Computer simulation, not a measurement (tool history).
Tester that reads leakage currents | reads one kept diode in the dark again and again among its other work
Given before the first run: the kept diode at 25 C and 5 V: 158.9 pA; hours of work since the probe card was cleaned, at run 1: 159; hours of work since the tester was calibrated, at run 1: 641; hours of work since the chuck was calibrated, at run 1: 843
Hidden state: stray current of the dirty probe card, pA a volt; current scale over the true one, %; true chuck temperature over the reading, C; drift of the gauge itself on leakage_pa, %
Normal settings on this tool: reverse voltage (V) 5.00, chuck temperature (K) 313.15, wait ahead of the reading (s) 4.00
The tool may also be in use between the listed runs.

| run | day | reverse voltage (V) | chuck temperature (K) | wait ahead of the reading (s) | hours of work since the probe card was cleaned | hours of work since the tester was calibrated | hours of work since the chuck was calibrated | current that the tester gives (pA) |
|---|---|---|---|---|---|---|---|---|
| 1 | 0.000 | 5.00 | 313.15 | 4.00 | 159 | 641 | 843 | 551.69 |
| 2 | 0.762 | 5.00 | 318.15 | 4.00 | 171 | 654 | 856 | 835.90 |
| 3 | 1.629 | 5.00 | 313.15 | 1.72 | 186 | 669 | 870 | 548.83 |
| 4 | 2.683 | 5.00 | 313.15 | 1.72 | 204 | 686 | 888 | 549.36 |
| 5 | 3.512 | 5.00 | 313.15 | 1.72 | 218 | 700 | 902 | 552.36 |
| 6 | 4.633 | 3.68 | 313.15 | 4.00 | 236 | 719 | 921 | 495.18 |
| 7 | 5.754 | 3.68 | 313.15 | 4.00 | 255 | 738 | 939 | 496.66 |
| 8 | 6.292 | 5.00 | 313.15 | 4.00 | 264 | 747 | 948 | 546.09 |
| 9 | 6.962 | 5.00 | 313.15 | 4.00 | 275 | 758 | 960 | 545.97 |
| 10 | 7.908 | 5.00 | 313.15 | 4.00 | 291 | 774 | 976 | 548.98 |
| 11 | 8.729 | 5.00 | 313.15 | 4.00 | 305 | 788 | 989 | 545.24 |
| 12 | 9.700 | 5.00 | 313.15 | 4.00 | 321 | 804 | 1006 | 546.00 |
| 13 | 10.842 | 5.00 | 313.15 | 4.00 | 340 | 823 | 1025 | 543.17 |
| 14 | 11.475 | 5.00 | 313.15 | 4.00 | 351 | 834 | 1035 | 547.15 |
| 15 | 12.304 | 5.00 | 313.15 | 4.00 | 365 | 848 | 1049 | 543.84 |
| 16 | 12.983 | 5.00 | 313.15 | 4.00 | 376 | 859 | 1061 | 543.98 |
| 17 | 14.083 | 5.00 | 313.15 | 4.00 | 395 | 878 | 1079 | 544.22 |
| 18 | 14.900 | 5.00 | 313.15 | 4.00 | 409 | 891 | 1093 | 540.86 |
| 19 | 16.096 | 5.00 | 313.15 | 4.00 | 429 | 911 | 1113 | 542.59 |
| 20 | 17.038 | 5.00 | 313.15 | 4.00 | 444 | 927 | 1129 | 542.10 |
| 21 | 17.933 | 5.00 | 330.15 | 4.00 | 459 | 942 | 1144 | 2090.76 |
| 22 | 18.579 | 3.96 | 314.15 | 2.90 | 470 | 953 | 1154 | 542.94 |
| 23 | 19.538 | 5.00 | 300.15 | 3.15 | 486 | 969 | 1171 | 174.74 |
| 24 | 20.742 | 5.00 | 300.15 | 3.15 | 507 | 989 | 1191 | 173.93 |
| 25 | 21.446 | 4.36 | 293.15 | 4.00 | 518 | 1001 | 1203 | 87.49 |
| 26 | 22.038 | 4.36 | 293.15 | 4.00 | 528 | 1011 | 1213 | 87.38 |
| 27 | 22.579 | 4.36 | 293.15 | 4.00 | 537 | 1020 | 1222 | 87.35 |
| 28 | 23.225 | 3.68 | 313.15 | 4.00 | 548 | 1031 | 1232 | 486.02 |
| 29 | 23.854 | 3.31 | 302.15 | 5.28 | 559 | 1041 | 1243 | 180.29 |
| 30 | 24.700 | 3.31 | 302.15 | 3.86 | 573 | 1056 | 1257 | 181.19 |
| 31 | 25.825 | 1.41 | 313.15 | 4.88 | 592 | 1075 | 1276 | 351.09 |
| 32 | 26.558 | 3.40 | 313.15 | 7.05 | 604 | 1087 | 1288 | 471.85 |
| 33 | 27.612 | 8.16 | 313.15 | 9.88 | 622 | 1105 | 1306 | 629.32 |
| 34 | 28.188 | 5.00 | 298.15 | 4.00 | 631 | 1114 | 1316 | 145.34 |
| 35 | 29.329 | 3.87 | 303.15 | 0.50 | 651 | 1133 | 1335 | 209.68 |
| 36 | 30.375 | 3.87 | 303.15 | 0.50 | 668 | 1151 | 1352 | 208.78 |
| 37 | 31.571 | 3.87 | 296.15 | 5.37 | 688 | 1171 | 1372 | 109.71 |
|  | 32.554 | chuck's temperature calibrated |
| 38 | 32.588 | 3.17 | 297.15 | 4.48 | 704 | 1187 | 1 | 126.82 |
| 39 | 33.554 | 3.17 | 297.15 | 4.48 | 720 | 1203 | 17 | 126.53 |

Forecast each of these 3 alternatives for the next run:
| A | 34.425 | 6.59 | 302.15 | 4.48 | 735 | 1217 | 31 | ? |
| B | 34.425 | 8.06 | 313.15 | 4.00 | 735 | 1217 | 31 | ? |
| C | 34.425 | 5.00 | 299.15 | 4.00 | 735 | 1217 | 31 | ? |

| run | current that the tester gives (pA) |
|---|---|
| A | 253.40 |
| B | 691.01 |
| C | 176.38 |
With no hidden state in the tool, these same runs would have given:
| run | current that the tester gives (pA) |
|---|---|
| A | 250.91 |
| B | 692.67 |
| C | 174.30 |
